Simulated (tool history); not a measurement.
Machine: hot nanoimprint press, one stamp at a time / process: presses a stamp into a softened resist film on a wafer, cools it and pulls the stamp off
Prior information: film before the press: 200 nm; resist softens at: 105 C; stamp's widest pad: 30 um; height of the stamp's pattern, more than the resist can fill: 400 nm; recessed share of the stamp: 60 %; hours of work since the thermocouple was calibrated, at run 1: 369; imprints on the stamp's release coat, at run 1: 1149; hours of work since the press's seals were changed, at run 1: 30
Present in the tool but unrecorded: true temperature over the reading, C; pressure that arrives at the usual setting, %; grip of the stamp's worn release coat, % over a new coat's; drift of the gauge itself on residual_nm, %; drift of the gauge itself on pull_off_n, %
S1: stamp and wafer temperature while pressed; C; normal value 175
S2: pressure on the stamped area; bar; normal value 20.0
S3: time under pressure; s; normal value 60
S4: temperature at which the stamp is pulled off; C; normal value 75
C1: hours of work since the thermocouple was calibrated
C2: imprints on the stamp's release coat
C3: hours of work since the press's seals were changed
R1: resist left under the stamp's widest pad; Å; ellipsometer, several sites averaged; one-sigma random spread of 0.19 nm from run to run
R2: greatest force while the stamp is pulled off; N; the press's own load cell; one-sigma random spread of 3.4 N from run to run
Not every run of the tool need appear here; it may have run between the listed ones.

Run 1, hour 0.0: usual settings; C1 369; C2 1149; C3 30. Result: R1 805 Å, R2 216 N.
At hour 24.0: stamp cleaned and given a new release coat.
At hour 51.9: plate thermocouple calibrated.
Run 2, hour 53.8: usual settings; C1 2; C2 155; C3 65. Result: R1 793 Å, R2 165 N.
Run 3, hour 80.7: usual settings; C1 23; C2 310; C3 86. Result: R1 789 Å, R2 174 N.
Run 4, hour 143.5: usual settings but S2 24.6 bar; C1 72; C2 671; C3 135. Result: R1 696 Å, R2 197 N.
Run 5, hour 205.6: usual settings but S2 24.6 bar; C1 121; C2 1029; C3 184. Result: R1 696 Å, R2 211 N.
At hour 247.2: plate thermocouple calibrated, once more.
At hour 253.2: stamp cleaned and given a new release coat.
Run 6, hour 261.8: usual settings but S2 24.6 bar, S3 38 s; C1 7; C2 50; C3 221. Result: R1 857 Å, R2 161 N.
Run 7, hour 291.8: usual settings but S2 24.6 bar, S3 38 s; C1 30; C2 223; C3 244. Result: R1 857 Å, R2 169 N.
Run 8, hour 318.8: usual settings but S2 21.3 bar; C1 51; C2 378; C3 266. Result: R1 798 Å, R2 179 N.
Run 9, hour 379.0: usual settings but S2 21.3 bar; C1 99; C2 725; C3 313. Result: R1 798 Å, R2 196 N.
Run 10, hour 429.6: usual settings but S1 166 C; C1 138; C2 1016; C3 353. Result: R1 1262 Å, R2 215 N.
Run 11, hour 459.4: usual settings but S1 166 C; C1 162; C2 1187; C3 376. Result: R1 1257 Å, R2 214 N.
At hour 479.6: stamp cleaned and given a new release coat.
Run 12, hour 495.0: usual settings but S2 31.6 bar, S3 84 s, S4 80 C; C1 185; C2 89; C3 399. Result: R1 559 Å, R2 154 N.
Run 13, hour 525.5: usual settings but S2 19.3 bar, S3 33 s, S4 78 C; C1 209; C2 264; C3 423. Result: R1 1013 Å, R2 167 N.
Run 14, hour 564.1: usual settings but S1 165 C, S2 14.4 bar, S3 85 s, S4 81 C; C1 239; C2 486; C3 453. Result: R1 1379 Å, R2 176 N.
Run 15, hour 609.7: usual settings but S1 179 C, S2 21.0 bar, S3 57 s, S4 67 C; C1 275; C2 749; C3 489. Result: R1 667 Å, R2 221 N.
Run 16, hour 651.6: usual settings but S1 186 C, S2 28.5 bar, S3 71 s, S4 80 C; C1 308; C2 990; C3 522. Result: R1 371 Å, R2 195 N.
At hour 704.9: stamp cleaned and given a new release coat.
Run 17, hour 712.8: usual settings but S2 16.1 bar, S4 76 C; C1 351; C2 45; C3 565. Result: R1 922 Å, R2 171 N.
Run 18, hour 739.8: usual settings but S2 16.1 bar, S4 76 C; C1 372; C2 201; C3 587. Result: R1 920 Å, R2 163 N.
At hour 784.6: plate thermocouple calibrated.
Run 19, hour 797.3: usual settings but S2 20.1 bar, S3 44 s, S4 74 C; C1 10; C2 514; C3 629. Result: R1 915 Å, R2 188 N.
Run 20, hour 838.6: usual settings but S2 20.1 bar, S3 44 s, S4 74 C; C1 42; C2 752; C3 662. Result: R1 919 Å, R2 203 N.
Run 21, hour 865.7: usual settings but S2 16.9 bar; C1 64; C2 908; C3 683. Result: R1 913 Å, R2 212 N.

Alternative continuations, all from the tool just after run 21; predict every row:
Run A, hour 911.7: usual settings but S3 64 s; C1 100; C2 1173; C3 719. Result: R1 ?, R2 ?.
Run B, hour 911.7: usual settings but S1 172 C, S2 16.9 bar, S3 64 s; C1 100; C2 1173; C3 719. Result: R1 ?, R2 ?.
Run C, hour 911.7: usual settings but S1 165 C, S3 45 s, S4 67 C; C1 100; C2 1173; C3 719. Result: R1 ?, R2 ?.

run    R1   R2
  A   811  218
  B  1030  207
  C  1413  247
With no hidden state in the tool, these same runs would have given:
run    R1   R2
  A   808  163
  B  1029  155
  C  1411  185
